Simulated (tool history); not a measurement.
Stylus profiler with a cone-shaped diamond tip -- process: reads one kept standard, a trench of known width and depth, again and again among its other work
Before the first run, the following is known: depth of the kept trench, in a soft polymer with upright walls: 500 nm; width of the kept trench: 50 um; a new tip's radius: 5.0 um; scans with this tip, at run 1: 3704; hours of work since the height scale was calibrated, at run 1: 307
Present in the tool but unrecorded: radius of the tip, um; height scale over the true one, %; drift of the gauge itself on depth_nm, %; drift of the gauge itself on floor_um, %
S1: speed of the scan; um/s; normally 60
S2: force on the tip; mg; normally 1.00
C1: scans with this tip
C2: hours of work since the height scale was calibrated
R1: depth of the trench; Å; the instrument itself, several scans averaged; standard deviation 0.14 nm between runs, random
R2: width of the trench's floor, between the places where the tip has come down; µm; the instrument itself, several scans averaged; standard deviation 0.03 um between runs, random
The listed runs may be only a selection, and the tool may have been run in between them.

run   hour   S1    S2    C1   C2      R1     R2
  1    0.0   60  1.00  3704  307  5029.2  45.39
  2   15.9   79  1.00  3782  313  5030.5  45.28
  3   24.8   79  1.00  3826  317  5029.6  45.29
  4   44.8  212  1.00  3925  325  5029.5  44.81
  5   61.9  212  1.00  4009  332  5029.4  44.79
  6   83.4  212  1.00  4115  341  5028.1  44.73
  7  105.1  212  1.00  4222  349  5030.7  44.80
  8  123.4  212  1.00  4313  357  5030.9  44.80
  9  144.8   60  1.00  4418  366  5029.1  45.45
 10  162.7   60  0.57  4506  373  5018.9  45.33
 11  181.4   60  0.57  4599  381  5022.5  45.32
 12  203.2   60  1.00  4706  390  5029.1  45.40
 13  221.6   60  1.00  4797  397  5030.2  45.38
 14  233.4   60  1.00  4855  402  5029.3  45.36
 15  244.1   60  2.13  4908  406  5045.8  45.40
 16  263.3   60  2.13  5003  414  5049.7  45.47
 17  274.3   60  2.13  5057  419  5049.3  45.43
 18  289.4   60  1.00  5132  425  5028.5  45.40
 19  299.2   60  1.00  5180  429  5029.4  45.40
 20  313.7   60  1.00  5251  435  5028.7  45.40
 21  328.3   60  1.00  5323  441  5031.5  45.40
 22  344.8   60  1.00  5405  447  5029.7  45.41
 23  361.7   32  1.61  5488  454  5040.6  45.57
 24  377.2   19  1.67  5565  461  5040.5  45.62
 25  395.2  217  1.08  5653  468  5029.6  44.80
 26  404.1  131  0.86  5697  472  5028.9  45.04
 27  417.3  131  0.86  5762  477  5029.6  45.09
 28  433.4   36  0.49  5842  483  5020.5  45.43
 29  451.0   60  1.07  5928  491  5031.4  45.37
 30  472.1   19  1.07  6033  499  5031.1  45.56
 31  488.4   55  1.19  6113  506  5031.0  45.51
 32  507.7   55  1.19  6208  514  5034.9  45.41
 33  518.8  138  0.38  6263  518  5016.1  44.80
 34  536.5   60  0.48  6350  526  5018.8  45.28
 35  545.9   19  1.37  6397  529  5035.6  45.52
 36  560.1  210  1.17  6467  535  5032.9  44.85
 37  570.8  117  0.41  6519  540  5016.0  44.90
 38  588.1  117  0.41  6605  547  5017.1  44.88

Consider 5 possible next runs. They are alternatives, not a sequence: every one starts from the tool as it was left by run 38. What does each give?
  A  607.9  126  0.41  6702  555   ?   ?
  B  607.9   52  1.88  6702  555   ?   ?
  C  607.9  117  0.52  6702  555   ?   ?
  D  607.9   15  1.00  6702  555   ?   ?
  E  607.9   28  1.02  6702  555   ?   ?

run      R1     R2
  A  5019.0  44.83
  B  5045.9  45.46
  C  5020.2  45.01
  D  5027.9  45.53
  E  5028.7  45.52
Without the tool's unlogged condition, the same runs would have read:
run      R1     R2
  A  5019.0  44.84
  B  5046.0  45.46
  C  5020.3  45.01
  D  5027.9  45.53
  E  5028.8  45.52
